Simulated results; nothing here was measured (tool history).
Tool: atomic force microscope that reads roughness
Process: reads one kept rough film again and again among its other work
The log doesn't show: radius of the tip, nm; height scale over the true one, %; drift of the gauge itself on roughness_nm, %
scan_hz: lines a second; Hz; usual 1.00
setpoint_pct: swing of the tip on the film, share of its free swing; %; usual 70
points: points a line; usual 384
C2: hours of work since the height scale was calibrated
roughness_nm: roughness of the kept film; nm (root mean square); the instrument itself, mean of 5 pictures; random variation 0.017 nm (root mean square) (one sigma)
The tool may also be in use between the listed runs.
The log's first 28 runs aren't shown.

{"run": 29, "hour": 943.8, "scan_hz": 0.78, "setpoint_pct": 70, "points": 439, "pictures with this tip": 109, "C2": 1384, "roughness_nm": 4.049}
{"run": 30, "hour": 987.5, "scan_hz": 1.02, "setpoint_pct": 70, "points": 433, "pictures with this tip": 175, "C2": 1408, "roughness_nm": 3.911}
{"run": 31, "hour": 1026.0, "scan_hz": 1.0, "setpoint_pct": 70, "points": 467, "pictures with this tip": 233, "C2": 1429, "roughness_nm": 3.834}
{"run": 32, "hour": 1059.0, "scan_hz": 0.79, "setpoint_pct": 68, "points": 384, "pictures with this tip": 283, "C2": 1447, "roughness_nm": 3.792}
{"run": 33, "hour": 1079.4, "scan_hz": 0.81, "setpoint_pct": 59, "points": 280, "pictures with this tip": 314, "C2": 1458, "roughness_nm": 3.769}
{"hour": 1104.3, "done": "new tip fitted"}
{"run": 34, "hour": 1111.1, "scan_hz": 0.81, "setpoint_pct": 59, "points": 388, "pictures with this tip": 10, "C2": 1475, "roughness_nm": 4.263}
{"run": 35, "hour": 1138.9, "scan_hz": 2.88, "setpoint_pct": 70, "points": 387, "pictures with this tip": 52, "C2": 1490, "roughness_nm": 3.892}
{"run": 36, "hour": 1161.7, "scan_hz": 2.83, "setpoint_pct": 90, "points": 524, "pictures with this tip": 87, "C2": 1502, "roughness_nm": 3.349}
{"run": 37, "hour": 1207.2, "scan_hz": 2.83, "setpoint_pct": 90, "points": 524, "pictures with this tip": 156, "C2": 1527, "roughness_nm": 3.265}
{"run": 38, "hour": 1240.2, "scan_hz": 1.41, "setpoint_pct": 57, "points": 936, "pictures with this tip": 206, "C2": 1545, "roughness_nm": 3.941}
{"run": 39, "hour": 1285.7, "scan_hz": 0.79, "setpoint_pct": 84, "points": 330, "pictures with this tip": 274, "C2": 1570, "roughness_nm": 3.664}
{"run": 40, "hour": 1321.0, "scan_hz": 0.79, "setpoint_pct": 84, "points": 330, "pictures with this tip": 328, "C2": 1589, "roughness_nm": 3.616}
{"hour": 1337.4, "done": "new tip fitted"}
{"run": 41, "hour": 1345.9, "scan_hz": 0.79, "setpoint_pct": 84, "points": 330, "pictures with this tip": 13, "C2": 1602, "roughness_nm": 4.08}
{"run": 42, "hour": 1385.9, "scan_hz": 1.8, "setpoint_pct": 70, "points": 365, "pictures with this tip": 73, "C2": 1624, "roughness_nm": 3.951}
{"run": 43, "hour": 1430.6, "scan_hz": 1.8, "setpoint_pct": 70, "points": 365, "pictures with this tip": 141, "C2": 1648, "roughness_nm": 3.847}
{"run": 44, "hour": 1475.6, "scan_hz": 0.88, "setpoint_pct": 83, "points": 846, "pictures with this tip": 209, "C2": 1672, "roughness_nm": 3.78}
{"run": 45, "hour": 1496.2, "scan_hz": 3.12, "setpoint_pct": 64, "points": 427, "pictures with this tip": 240, "C2": 1683, "roughness_nm": 3.692}
{"run": 46, "hour": 1518.4, "scan_hz": 3.12, "setpoint_pct": 64, "points": 427, "pictures with this tip": 274, "C2": 1695, "roughness_nm": 3.622}
{"run": 47, "hour": 1556.3, "scan_hz": 3.12, "setpoint_pct": 64, "points": 427, "pictures with this tip": 331, "C2": 1716, "roughness_nm": 3.559}
{"hour": 1571.1, "done": "new tip fitted"}
{"run": 48, "hour": 1601.8, "scan_hz": 3.12, "setpoint_pct": 64, "points": 427, "pictures with this tip": 46, "C2": 1740, "roughness_nm": 3.977}
{"run": 49, "hour": 1634.4, "scan_hz": 0.91, "setpoint_pct": 87, "points": 379, "pictures with this tip": 95, "C2": 1758, "roughness_nm": 3.888}
{"run": 50, "hour": 1663.5, "scan_hz": 0.91, "setpoint_pct": 87, "points": 379, "pictures with this tip": 139, "C2": 1774, "roughness_nm": 3.82}
{"run": 51, "hour": 1709.9, "scan_hz": 0.83, "setpoint_pct": 70, "points": 384, "pictures with this tip": 210, "C2": 1799, "roughness_nm": 3.85}
{"run": 52, "hour": 1751.9, "scan_hz": 0.83, "setpoint_pct": 70, "points": 384, "pictures with this tip": 273, "C2": 1822, "roughness_nm": 3.78}

Forecast each of these 5 alternatives for the next run:
{"run": "A", "hour": 1782.1, "scan_hz": 1.6, "setpoint_pct": 70, "points": 384, "pictures with this tip": 319, "C2": 1838, "roughness_nm": "?"}
{"run": "B", "hour": 1782.1, "scan_hz": 2.08, "setpoint_pct": 70, "points": 609, "pictures with this tip": 319, "C2": 1838, "roughness_nm": "?"}
{"run": "C", "hour": 1782.1, "scan_hz": 0.83, "setpoint_pct": 90, "points": 384, "pictures with this tip": 319, "C2": 1838, "roughness_nm": "?"}
{"run": "D", "hour": 1782.1, "scan_hz": 0.83, "setpoint_pct": 87, "points": 423, "pictures with this tip": 319, "C2": 1838, "roughness_nm": "?"}
{"run": "E", "hour": 1782.1, "scan_hz": 0.93, "setpoint_pct": 70, "points": 384, "pictures with this tip": 319, "C2": 1838, "roughness_nm": "?"}

run=A roughness_nm=3.595
run=B roughness_nm=3.604
run=C roughness_nm=3.552
run=D roughness_nm=3.577
run=E roughness_nm=3.740
Without the tool's hidden state the same runs would have given:
run=A roughness_nm=4.051
run=B roughness_nm=4.062
run=C roughness_nm=4.003
run=D roughness_nm=4.032
run=E roughness_nm=4.216
